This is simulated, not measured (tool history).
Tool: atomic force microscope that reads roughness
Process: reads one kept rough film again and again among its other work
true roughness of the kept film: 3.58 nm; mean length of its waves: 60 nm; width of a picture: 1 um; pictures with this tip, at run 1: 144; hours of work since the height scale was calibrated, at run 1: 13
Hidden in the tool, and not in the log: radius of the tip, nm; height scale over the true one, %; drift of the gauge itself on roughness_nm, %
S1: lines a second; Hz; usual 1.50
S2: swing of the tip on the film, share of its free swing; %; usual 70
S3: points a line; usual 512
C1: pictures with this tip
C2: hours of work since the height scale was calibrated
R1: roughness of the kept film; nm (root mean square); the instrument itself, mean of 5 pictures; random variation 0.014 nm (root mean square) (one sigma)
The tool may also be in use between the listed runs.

run,hour,S1,S2,S3,C1,C2,R1
1,0.0,1.50,70,512,144,13,3.219
2,5.0,1.50,70,612,153,16,3.161
3,10.1,1.50,70,612,161,18,3.197
4,21.1,1.50,70,512,180,23,3.148
5,27.9,1.50,70,512,191,27,3.157
6,38.3,1.50,70,512,209,32,3.152
7,44.9,1.50,70,512,220,35,3.156
8,53.1,1.50,70,512,233,39,3.168
9,64.3,1.50,70,544,252,45,3.143
10,73.0,0.60,62,353,267,49,3.246
11,79.2,0.60,74,759,277,52,3.196
12,86.1,0.60,74,759,288,55,3.212
13,98.2,0.60,74,759,309,61,3.173
14,109.3,1.50,85,409,327,66,2.901
15,119.6,0.69,70,399,344,72,3.177
16,126.6,1.90,70,952,356,75,3.028
17,134.0,1.09,56,346,369,79,3.184
# hour 139.9: new tip fitted
18,144.0,1.09,56,346,6,83,3.345

Forecast each of these 3 alternatives for the next run:
A,155.1,2.55,56,495,25,89,?
B,155.1,1.07,64,330,25,89,?
C,155.1,1.09,56,423,25,89,?

run,R1
A,3.284
B,3.309
C,3.385
Without the tool's hidden state the same runs would have given:
run,R1
A,3.308
B,3.333
C,3.409

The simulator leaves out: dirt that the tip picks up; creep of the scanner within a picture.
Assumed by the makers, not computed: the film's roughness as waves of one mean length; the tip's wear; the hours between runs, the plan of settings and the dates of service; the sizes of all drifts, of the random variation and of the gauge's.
